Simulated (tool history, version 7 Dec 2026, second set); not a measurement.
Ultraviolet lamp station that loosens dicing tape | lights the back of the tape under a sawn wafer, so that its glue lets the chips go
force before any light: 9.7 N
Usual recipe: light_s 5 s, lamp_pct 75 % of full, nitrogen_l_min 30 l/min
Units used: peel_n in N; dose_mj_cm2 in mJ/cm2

run,hour,light_s,lamp_pct,nitrogen_l_min,peel_n,dose_mj_cm2
1,0,5,75,30,0.781,157
2,34,5,75,30,0.762,158
3,66.5,5,75,10,1.436,154
4,83.7,5,95,10,0.904,190
5,108.8,5,95,10,0.93,193
6,124.2,5,95,10,0.935,192
7,153.1,5,95,10,0.963,194
8,167.6,5,95,10,0.986,190
9,188.3,5,75,60,0.655,151
10,209.1,5,75,60,0.656,147
11,226,5,75,60,0.651,146
12,261.1,7,75,30,0.448,208
13,278,8,75,30,0.37,233
14,294.9,9,75,30,0.311,261
15,319.9,5,88,30,0.692,170
16,349.9,5,88,30,0.682,164
17,369.3,5,88,30,0.682,168
18,384.4,5,88,30,0.687,166
19,404.8,5,75,30,0.97,141
20,419.1,2,77,30,3.616,59
21,452.8,2,77,30,3.579,59
# hour 466.9: window cleaned of glue's vapour
22,468.1,5,67,30,0.875,145
23,498.5,5,70,30,0.813,152
24,533.7,2,69,16,3.972,60
25,556.8,2,69,16,3.957,59
26,587.5,5,80,30,0.657,173
27,620.6,5,87,10,1.042,185
28,648.6,5,87,10,1.054,183
29,668.5,5,95,28,0.513,199
30,696.2,5,95,28,0.502,198
31,729.7,2,95,12,3.315,79
32,746,4,95,55,0.624,162
33,768.6,4,95,55,0.627,157
34,796.1,4,96,55,0.622,158
35,819.1,3,68,30,2.389,80
36,843.8,8,61,35,0.469,196
37,866.4,2,74,20,3.881,61

Branching from run 37: 5 alternative next runs. What would each branch give?
A,895.4,4,74,20,?,?
B,895.4,5,93,42,?,?
C,895.4,2,78,30,?,?
D,895.4,3,74,9,?,?
E,895.4,5,83,30,?,?

run,peel_n,dose_mj_cm2
A,1.722,116
B,0.491,186
C,3.285,61
D,3.229,88
E,0.704,164
With no hidden state in the tool, these same runs would have given:
run,peel_n,dose_mj_cm2
A,1.132,147
B,0.327,235
C,2.498,78
D,2.444,111
E,0.441,207

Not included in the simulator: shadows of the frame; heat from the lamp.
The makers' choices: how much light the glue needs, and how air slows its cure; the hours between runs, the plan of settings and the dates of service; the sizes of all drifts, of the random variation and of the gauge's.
